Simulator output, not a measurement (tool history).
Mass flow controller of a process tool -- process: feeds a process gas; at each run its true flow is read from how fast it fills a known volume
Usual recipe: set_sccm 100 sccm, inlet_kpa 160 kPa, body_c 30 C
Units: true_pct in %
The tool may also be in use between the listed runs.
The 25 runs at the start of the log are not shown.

run 26 hour=2373.5 | set_sccm=100 inlet_kpa=160 body_c=36 | true_pct=99.42
run 27 hour=2473.4 | set_sccm=100 inlet_kpa=165 body_c=30 | true_pct=98.95
run 28 hour=2579.3 | set_sccm=100 inlet_kpa=160 body_c=32 | true_pct=99.06
run 29 hour=2661.7 | set_sccm=54 inlet_kpa=160 body_c=35 | true_pct=97.51
run 30 hour=2756.0 | set_sccm=115 inlet_kpa=236 body_c=21 | true_pct=98.12
run 31 hour=2839.0 | set_sccm=100 inlet_kpa=228 body_c=30 | true_pct=98.45
run 32 hour=2962.4 | set_sccm=100 inlet_kpa=228 body_c=30 | true_pct=98.38
run 33 hour=3035.5 | set_sccm=65 inlet_kpa=267 body_c=20 | true_pct=96.22
run 34 hour=3132.9 | set_sccm=100 inlet_kpa=263 body_c=26 | true_pct=97.89
run 35 hour=3197.2 | set_sccm=100 inlet_kpa=237 body_c=30 | true_pct=98.27
run 36 hour=3313.0 | set_sccm=100 inlet_kpa=161 body_c=21 | true_pct=98.19
run 37 hour=3377.4 | set_sccm=21 inlet_kpa=178 body_c=36 | true_pct=92.34
run 38 hour=3511.2 | set_sccm=21 inlet_kpa=178 body_c=36 | true_pct=92.11
run 39 hour=3588.3 | set_sccm=21 inlet_kpa=178 body_c=36 | true_pct=92.09
run 40 hour=3694.8 | set_sccm=100 inlet_kpa=142 body_c=24 | true_pct=98.50
run 41 hour=3796.3 | set_sccm=72 inlet_kpa=227 body_c=26 | true_pct=96.90
run 42 hour=3909.3 | set_sccm=110 inlet_kpa=160 body_c=30 | true_pct=99.10

Run 43 has not been measured yet. What should we expect?
run 43 hour=3976.8 | set_sccm=110 inlet_kpa=160 body_c=30 | true_pct=?

{"run 43": {"true_pct": 99.05}}
Take away the tool's hidden state, keep the run-to-run variation as it was, and the same run would have given true_pct 99.41 %.
